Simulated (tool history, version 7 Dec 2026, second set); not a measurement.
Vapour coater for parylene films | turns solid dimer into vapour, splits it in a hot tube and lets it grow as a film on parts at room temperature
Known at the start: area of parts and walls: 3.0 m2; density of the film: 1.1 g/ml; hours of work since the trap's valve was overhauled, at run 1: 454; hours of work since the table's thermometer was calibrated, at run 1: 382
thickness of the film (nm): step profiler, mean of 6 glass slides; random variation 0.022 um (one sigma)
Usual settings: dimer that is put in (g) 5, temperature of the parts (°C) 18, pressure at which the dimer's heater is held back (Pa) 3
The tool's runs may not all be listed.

run   hour  dimer that is put in (g)  temperature of the parts (°C)  pressure at which the dimer's heater is held back (Pa)  hours of work since the trap's valve was overhauled  hours of work since the table's thermometer was calibrated  thickness of the film (nm)
  1      0                         5                             18                                                       3                                                  454                                                         382                        1010
  2   15.2                         5                             18                                                       3                                                  464                                                         392                        1030
  3   23.6                         5                             20                                                       3                                                  470                                                         398                         880
  4     41                         5                             18                                                    8.59                                                  482                                                         410                         920
  5   54.6                         5                             18                                                       3                                                  491                                                         419                        1030
  6   70.9                         5                             18                                                    4.33                                                  502                                                         430                         960
  7   81.1                         5                             23                                                       3                                                  509                                                         437                         810
       100  -- trap's valve overhauled
  8  101.4                         5                             23                                                       3                                                    1                                                         448                         750
  9  109.9                         5                             13                                                       3                                                    7                                                         454                        1140
 10  121.9                         5                             13                                                       3                                                   15                                                         462                        1130
 11  132.3                         5                             13                                                       3                                                   22                                                         469                        1130
 12  151.9                         5                             13                                                    6.56                                                   35                                                         483                        1080
 13  160.3                         5                             13                                                    6.56                                                   41                                                         488                        1010
 14  178.8                         5                             18                                                       3                                                   54                                                         501                         890
     193.8  -- trap's valve overhauled, once more
 15  198.6                         5                             18                                                       3                                                    3                                                         512                        1140

The next listed run, before its measurement:
 16  216.8                         2                             29                                                    2.63                                                   16                                                         524                           ?

thickness of the film (nm): 340
Without the tool's hidden state the same run would have given thickness of the film (nm) 340.

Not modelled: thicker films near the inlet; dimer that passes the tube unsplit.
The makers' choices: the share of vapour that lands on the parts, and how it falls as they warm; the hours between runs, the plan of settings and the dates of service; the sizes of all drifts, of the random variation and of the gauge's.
